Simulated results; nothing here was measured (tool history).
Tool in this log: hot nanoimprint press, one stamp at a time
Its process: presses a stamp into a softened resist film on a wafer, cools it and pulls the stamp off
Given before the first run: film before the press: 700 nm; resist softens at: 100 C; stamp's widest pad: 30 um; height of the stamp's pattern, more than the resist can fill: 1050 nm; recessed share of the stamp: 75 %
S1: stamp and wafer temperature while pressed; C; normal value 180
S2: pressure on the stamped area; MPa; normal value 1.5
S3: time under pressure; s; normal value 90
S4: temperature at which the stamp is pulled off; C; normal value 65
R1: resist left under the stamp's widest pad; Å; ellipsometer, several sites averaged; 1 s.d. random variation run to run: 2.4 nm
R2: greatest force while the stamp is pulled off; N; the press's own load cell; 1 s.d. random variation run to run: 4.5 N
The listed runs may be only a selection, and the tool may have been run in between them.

run,hour,S1,S2,S3,S4,R1,R2
1,0,180,1.5,90,65,4061,213
2,23.1,180,1.5,90,65,4056,219
3,56.2,180,1.5,90,65,4043,228
# hour 70.9: stamp cleaned and given a new release coat
4,81.5,169,1.5,90,65,5380,219
5,109,180,1.5,90,65,4056,230
# hour 135.4: plate thermocouple calibrated
6,139.2,180,1.5,90,65,4030,223
7,170,180,1.5,90,65,4098,219
8,210.2,180,1.5,90,65,4062,225
9,248.3,180,1.5,102,65,3948,224
10,281.6,180,1.5,102,65,3953,233
11,307.3,180,1.5,102,65,3896,218
12,336.5,180,1.5,102,65,3936,212
13,375.3,180,1.5,90,65,4058,226
14,409.8,172,1.5,161,57,4403,234
15,438.4,191,1.41,117,57,2776,235
16,467.7,191,1.41,117,57,2788,238
17,503.8,179,1.41,117,71,4059,218
18,532.8,192,1.71,58,59,3212,229
19,557.9,174,1.5,51,65,5549,220
# hour 569.9: gauge calibrated
20,597.5,174,1.5,51,65,5395,225
21,618.3,176,2.12,156,70,3280,220
# hour 645.8: stamp cleaned and given a new release coat
22,672.1,176,2.12,156,70,3275,213
23,715.4,176,2.12,156,70,3274,221
24,743.4,183,0.95,53,65,5089,218
25,777.7,179,0.95,128,65,4545,229
26,807.6,180,1.81,141,65,3228,223

Below are 5 alternative next runs, each starting from the tool's condition after run 26. Predict each:
A,847.2,172,2.12,90,65,?,?
B,847.2,188,1.14,90,65,?,?
C,847.2,180,1.5,131,65,?,?
D,847.2,180,1.81,141,62,?,?
E,847.2,180,1.81,46,69,?,?

run,R1,R2
A,4528,226
B,3658,220
C,3629,235
D,3211,219
E,4608,213
What these runs would have given with no unlogged condition in the tool:
run,R1,R2
A,4467,225
B,3609,219
C,3581,234
D,3167,218
E,4545,212
